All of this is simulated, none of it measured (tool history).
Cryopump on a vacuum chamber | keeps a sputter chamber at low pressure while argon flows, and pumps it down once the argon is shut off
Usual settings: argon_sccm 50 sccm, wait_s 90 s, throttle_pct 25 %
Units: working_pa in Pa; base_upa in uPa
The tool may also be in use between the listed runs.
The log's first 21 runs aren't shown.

run,hour,argon_sccm,wait_s,throttle_pct,working_pa,base_upa
# hour 1149.5: leaking fittings of the chamber tightened, without venting
# hour 1167.4: pump warmed up, emptied and cooled again
22,1195.8,29,32,25,0.1120,2.56
23,1229.9,93,90,31,0.2886,1.08
24,1268.7,50,40,31,0.1548,2.13
25,1326.6,50,40,31,0.1556,2.21
26,1372.7,58,90,25,0.2252,1.07
27,1430.6,58,30,44,0.1333,2.84
28,1471.4,50,22,25,0.1975,3.77
29,1517.1,59,22,48,0.1280,3.73
30,1599.6,59,22,48,0.1304,3.90
31,1669.1,83,201,26,0.3245,0.69
32,1742.6,50,57,35,0.1509,1.66
33,1816.2,50,92,58,0.0994,1.17
34,1853.2,50,63,25,0.2073,1.58

4 ways to go on from here, each from the tool as it stands after run 34. What would each give?
# hour 1916.4: pump warmed up, emptied and cooled again
A,1939.8,56,29,54,?,?
# hour 1916.4: pump warmed up, emptied and cooled again
B,1939.8,50,25,25,?,?
# hour 1916.4: pump warmed up, emptied and cooled again
C,1939.8,34,90,29,?,?
# hour 1916.4: pump warmed up, emptied and cooled again
D,1939.8,50,90,33,?,?

run,working_pa,base_upa
A,0.1009,2.90
B,0.1906,3.30
C,0.1130,1.15
D,0.1457,1.15
Without the tool's hidden state the same runs would have given:
run,working_pa,base_upa
A,0.0991,2.78
B,0.1890,3.18
C,0.1119,1.03
D,0.1440,1.03
